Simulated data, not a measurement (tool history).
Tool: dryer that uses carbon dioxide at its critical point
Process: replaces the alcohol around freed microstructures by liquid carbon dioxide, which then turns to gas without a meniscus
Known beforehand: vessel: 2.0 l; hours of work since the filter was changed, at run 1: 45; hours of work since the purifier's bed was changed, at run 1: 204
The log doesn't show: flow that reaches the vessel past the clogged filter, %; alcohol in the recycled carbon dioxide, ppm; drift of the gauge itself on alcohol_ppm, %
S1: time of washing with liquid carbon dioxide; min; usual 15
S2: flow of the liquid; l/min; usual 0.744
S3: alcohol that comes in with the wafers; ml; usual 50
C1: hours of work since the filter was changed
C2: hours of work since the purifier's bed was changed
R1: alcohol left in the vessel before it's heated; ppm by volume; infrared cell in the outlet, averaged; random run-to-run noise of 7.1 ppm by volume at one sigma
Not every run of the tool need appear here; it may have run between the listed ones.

run	hour	S1	S2	S3	C1	C2	R1
1	0	15	0.744	50	45	204	407
2	11.5	15	0.744	50	51	210	395
3	20.6	15	0.826	50	55	215	280
4	27.3	15	0.826	42	59	218	241
5	37.6	15	0.826	42	64	223	249
6	44.4	15	0.826	42	67	227	248
7	51.1	15	0.744	50	71	230	414
8	60.2	15	0.744	50	75	235	420
9	70.3	15	0.744	50	80	240	413
10	79.7	15	0.744	35	85	244	320
11	85.6	9	0.744	50	88	247	2125
12	92.9	9	0.747	50	92	251	2071
13	101.9	18	0.744	50	96	255	217
14	108.9	18	0.744	50	100	259	221
15	114.5	18	0.744	50	103	262	219
16	121.4	18	0.744	50	106	265	228
17	128.8	15	0.744	50	110	269	445
18	136.7	15	0.744	50	114	273	457
19	148.9	15	0.744	50	120	279	464
20	153.8	15	0.744	50	122	281	437
21	162.3	15	0.744	50	127	286	479
22	174.6	9	0.936	26	133	292	663
23	183.1	9	1.209	26	137	296	312
24	192	9	1.209	63	141	301	711
25	202.3	9	0.973	25	147	306	595
26	211.6	9	0.973	25	151	310	599
27	221.3	18	1.256	26	156	315	55
28	228.7	18	0.728	85	160	319	425
29	241	18	0.728	85	166	325	415
30	246.2	10	0.788	21	169	328	661
31	256	14	0.515	50	174	333	1782
32	265.4	14	0.515	50	178	337	1880
33	270.3	21	0.753	39	181	340	128
34	278.3	21	0.91	62	185	344	109
35	283.8	15	0.744	100	187	347	978
36	295.6	20	0.744	26	193	353	125
37	300.8	20	0.744	26	196	355	127
38	310.9	19	0.477	43	201	360	868
39	319.1	15	1.032	100	205	364	295

Predict each of these 4 candidate next runs independently; none follows another, all start after run 39:
A	326.6	15	0.744	35	209	368	?
B	326.6	15	1.032	100	209	368	?
C	326.6	16	0.464	50	209	368	?
D	326.6	15	0.904	50	209	368	?

run	R1
A	385
B	287
C	1721
D	277
The same runs, with their run-to-run variation unchanged, on a tool lacking any hidden condition would have given:
run	R1
A	221
B	136
C	1289
D	138
